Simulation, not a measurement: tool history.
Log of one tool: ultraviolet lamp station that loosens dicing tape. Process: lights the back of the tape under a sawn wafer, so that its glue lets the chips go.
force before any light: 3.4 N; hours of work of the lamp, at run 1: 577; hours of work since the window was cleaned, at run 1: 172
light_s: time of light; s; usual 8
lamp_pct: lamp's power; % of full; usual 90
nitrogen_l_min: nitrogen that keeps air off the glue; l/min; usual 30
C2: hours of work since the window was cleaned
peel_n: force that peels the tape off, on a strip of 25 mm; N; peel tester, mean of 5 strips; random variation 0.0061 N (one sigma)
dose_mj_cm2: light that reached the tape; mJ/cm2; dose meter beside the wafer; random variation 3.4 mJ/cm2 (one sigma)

{"run": 1, "day": 0.0, "light_s": 8, "lamp_pct": 90, "nitrogen_l_min": 30, "hours of work of the lamp": 577, "C2": 172, "peel_n": 0.2, "dose_mj_cm2": 438}
{"run": 2, "day": 0.554, "light_s": 8, "lamp_pct": 90, "nitrogen_l_min": 30, "hours of work of the lamp": 584, "C2": 179, "peel_n": 0.204, "dose_mj_cm2": 440}
{"run": 3, "day": 1.262, "light_s": 8, "lamp_pct": 99, "nitrogen_l_min": 30, "hours of work of the lamp": 592, "C2": 187, "peel_n": 0.187, "dose_mj_cm2": 474}
{"run": 4, "day": 2.375, "light_s": 8, "lamp_pct": 90, "nitrogen_l_min": 30, "hours of work of the lamp": 605, "C2": 201, "peel_n": 0.196, "dose_mj_cm2": 433}
{"run": 5, "day": 3.362, "light_s": 8, "lamp_pct": 88, "nitrogen_l_min": 30, "hours of work of the lamp": 617, "C2": 212, "peel_n": 0.206, "dose_mj_cm2": 416}
{"run": 6, "day": 4.05, "light_s": 8, "lamp_pct": 88, "nitrogen_l_min": 30, "hours of work of the lamp": 625, "C2": 220, "peel_n": 0.22, "dose_mj_cm2": 417}
{"run": 7, "day": 4.95, "light_s": 8, "lamp_pct": 88, "nitrogen_l_min": 30, "hours of work of the lamp": 636, "C2": 231, "peel_n": 0.222, "dose_mj_cm2": 415}
{"run": 8, "day": 5.75, "light_s": 8, "lamp_pct": 90, "nitrogen_l_min": 30, "hours of work of the lamp": 645, "C2": 241, "peel_n": 0.21, "dose_mj_cm2": 420}
{"day": 6.233, "done": "window cleaned of glue's vapour"}
{"run": 9, "day": 6.729, "light_s": 8, "lamp_pct": 90, "nitrogen_l_min": 30, "hours of work of the lamp": 657, "C2": 6, "peel_n": 0.232, "dose_mj_cm2": 402}
{"run": 10, "day": 7.762, "light_s": 8, "lamp_pct": 90, "nitrogen_l_min": 30, "hours of work of the lamp": 669, "C2": 18, "peel_n": 0.228, "dose_mj_cm2": 399}
{"run": 11, "day": 8.454, "light_s": 8, "lamp_pct": 95, "nitrogen_l_min": 30, "hours of work of the lamp": 677, "C2": 26, "peel_n": 0.212, "dose_mj_cm2": 416}
{"run": 12, "day": 9.546, "light_s": 8, "lamp_pct": 95, "nitrogen_l_min": 30, "hours of work of the lamp": 690, "C2": 39, "peel_n": 0.223, "dose_mj_cm2": 410}
{"run": 13, "day": 10.654, "light_s": 8, "lamp_pct": 95, "nitrogen_l_min": 30, "hours of work of the lamp": 703, "C2": 52, "peel_n": 0.214, "dose_mj_cm2": 412}
{"day": 11.258, "done": "window cleaned of glue's vapour, once more"}
{"run": 14, "day": 11.842, "light_s": 8, "lamp_pct": 90, "nitrogen_l_min": 30, "hours of work of the lamp": 717, "C2": 7, "peel_n": 0.195, "dose_mj_cm2": 448}
{"run": 15, "day": 12.867, "light_s": 8, "lamp_pct": 90, "nitrogen_l_min": 30, "hours of work of the lamp": 729, "C2": 19, "peel_n": 0.202, "dose_mj_cm2": 448}
{"run": 16, "day": 13.542, "light_s": 8, "lamp_pct": 90, "nitrogen_l_min": 50, "hours of work of the lamp": 737, "C2": 27, "peel_n": 0.187, "dose_mj_cm2": 451}
{"run": 17, "day": 14.533, "light_s": 8, "lamp_pct": 90, "nitrogen_l_min": 25, "hours of work of the lamp": 749, "C2": 39, "peel_n": 0.206, "dose_mj_cm2": 446}
{"run": 18, "day": 15.521, "light_s": 8, "lamp_pct": 90, "nitrogen_l_min": 21, "hours of work of the lamp": 761, "C2": 51, "peel_n": 0.229, "dose_mj_cm2": 435}
{"run": 19, "day": 16.162, "light_s": 8, "lamp_pct": 66, "nitrogen_l_min": 30, "hours of work of the lamp": 768, "C2": 58, "peel_n": 0.299, "dose_mj_cm2": 322}
{"run": 20, "day": 16.704, "light_s": 8, "lamp_pct": 66, "nitrogen_l_min": 30, "hours of work of the lamp": 775, "C2": 65, "peel_n": 0.3, "dose_mj_cm2": 323}
{"run": 21, "day": 17.433, "light_s": 8, "lamp_pct": 90, "nitrogen_l_min": 30, "hours of work of the lamp": 783, "C2": 73, "peel_n": 0.2, "dose_mj_cm2": 435}
{"run": 22, "day": 18.038, "light_s": 8, "lamp_pct": 90, "nitrogen_l_min": 30, "hours of work of the lamp": 791, "C2": 80, "peel_n": 0.209, "dose_mj_cm2": 430}
{"run": 23, "day": 18.625, "light_s": 8, "lamp_pct": 67, "nitrogen_l_min": 13, "hours of work of the lamp": 798, "C2": 87, "peel_n": 0.424, "dose_mj_cm2": 322}
{"run": 24, "day": 19.346, "light_s": 8, "lamp_pct": 90, "nitrogen_l_min": 26, "hours of work of the lamp": 806, "C2": 96, "peel_n": 0.219, "dose_mj_cm2": 429}
{"run": 25, "day": 20.367, "light_s": 9, "lamp_pct": 90, "nitrogen_l_min": 13, "hours of work of the lamp": 818, "C2": 108, "peel_n": 0.222, "dose_mj_cm2": 477}
{"run": 26, "day": 21.575, "light_s": 9, "lamp_pct": 90, "nitrogen_l_min": 13, "hours of work of the lamp": 833, "C2": 122, "peel_n": 0.23, "dose_mj_cm2": 476}
{"run": 27, "day": 22.421, "light_s": 8, "lamp_pct": 83, "nitrogen_l_min": 46, "hours of work of the lamp": 843, "C2": 133, "peel_n": 0.224, "dose_mj_cm2": 388}
{"run": 28, "day": 23.0, "light_s": 11, "lamp_pct": 61, "nitrogen_l_min": 46, "hours of work of the lamp": 850, "C2": 139, "peel_n": 0.203, "dose_mj_cm2": 389}
{"run": 29, "day": 23.858, "light_s": 11, "lamp_pct": 61, "nitrogen_l_min": 46, "hours of work of the lamp": 860, "C2": 150, "peel_n": 0.216, "dose_mj_cm2": 389}
{"run": 30, "day": 24.438, "light_s": 11, "lamp_pct": 61, "nitrogen_l_min": 46, "hours of work of the lamp": 867, "C2": 156, "peel_n": 0.227, "dose_mj_cm2": 382}
{"run": 31, "day": 25.092, "light_s": 13, "lamp_pct": 96, "nitrogen_l_min": 56, "hours of work of the lamp": 874, "C2": 164, "peel_n": 0.148, "dose_mj_cm2": 713}
{"run": 32, "day": 26.292, "light_s": 9, "lamp_pct": 93, "nitrogen_l_min": 26, "hours of work of the lamp": 889, "C2": 178, "peel_n": 0.195, "dose_mj_cm2": 470}
{"run": 33, "day": 26.788, "light_s": 9, "lamp_pct": 93, "nitrogen_l_min": 26, "hours of work of the lamp": 895, "C2": 184, "peel_n": 0.195, "dose_mj_cm2": 472}
{"run": 34, "day": 27.979, "light_s": 14, "lamp_pct": 90, "nitrogen_l_min": 30, "hours of work of the lamp": 909, "C2": 199, "peel_n": 0.152, "dose_mj_cm2": 697}
{"run": 35, "day": 29.146, "light_s": 6, "lamp_pct": 90, "nitrogen_l_min": 30, "hours of work of the lamp": 923, "C2": 212, "peel_n": 0.345, "dose_mj_cm2": 296}
{"run": 36, "day": 30.079, "light_s": 9, "lamp_pct": 75, "nitrogen_l_min": 15, "hours of work of the lamp": 934, "C2": 223, "peel_n": 0.313, "dose_mj_cm2": 366}
{"run": 37, "day": 30.767, "light_s": 8, "lamp_pct": 76, "nitrogen_l_min": 24, "hours of work of the lamp": 942, "C2": 232, "peel_n": 0.294, "dose_mj_cm2": 333}
{"run": 38, "day": 31.7, "light_s": 8, "lamp_pct": 76, "nitrogen_l_min": 24, "hours of work of the lamp": 953, "C2": 243, "peel_n": 0.305, "dose_mj_cm2": 330}
{"day": 31.908, "done": "window cleaned of glue's vapour"}
{"run": 39, "day": 32.783, "light_s": 8, "lamp_pct": 76, "nitrogen_l_min": 42, "hours of work of the lamp": 965, "C2": 10, "peel_n": 0.231, "dose_mj_cm2": 353}
{"run": 40, "day": 33.633, "light_s": 4, "lamp_pct": 97, "nitrogen_l_min": 25, "hours of work of the lamp": 976, "C2": 20, "peel_n": 0.553, "dose_mj_cm2": 225}
{"run": 41, "day": 34.404, "light_s": 4, "lamp_pct": 97, "nitrogen_l_min": 25, "hours of work of the lamp": 985, "C2": 30, "peel_n": 0.544, "dose_mj_cm2": 226}
{"run": 42, "day": 35.071, "light_s": 9, "lamp_pct": 77, "nitrogen_l_min": 30, "hours of work of the lamp": 993, "C2": 38, "peel_n": 0.212, "dose_mj_cm2": 402}

How the hidden state differs across the entries between the runs, from the last listed run before each to the first after it:
Between runs 8 and 9: window cleaned of glue's vapour (day 6.233)
  lamp's light, % of a new lamp's: 85.7 -> 85.4; light that the window lets through, % of a clean one's: 91.1 -> 86.9
  measured less the result without the state, peel_n: +0.04 -> +0.053 N; dose_mj_cm2: -118 -> -139 mJ/cm2
Between runs 13 and 14: window cleaned of glue's vapour, once more (day 11.258)
  lamp's light, % of a new lamp's: 84.4 -> 84.1; light that the window lets through, % of a clean one's: 85.4 -> 99.7
  measured less the result without the state, peel_n: +0.051 -> +0.025 N; dose_mj_cm2: -159 -> -86 mJ/cm2
Between runs 38 and 39: window cleaned of glue's vapour (day 31.908)
  lamp's light, % of a new lamp's: 78.9 -> 78.6; light that the window lets through, % of a clean one's: 92 -> 99.6
  measured less the result without the state, peel_n: +0.108 -> +0.054 N; dose_mj_cm2: -126 -> -100 mJ/cm2

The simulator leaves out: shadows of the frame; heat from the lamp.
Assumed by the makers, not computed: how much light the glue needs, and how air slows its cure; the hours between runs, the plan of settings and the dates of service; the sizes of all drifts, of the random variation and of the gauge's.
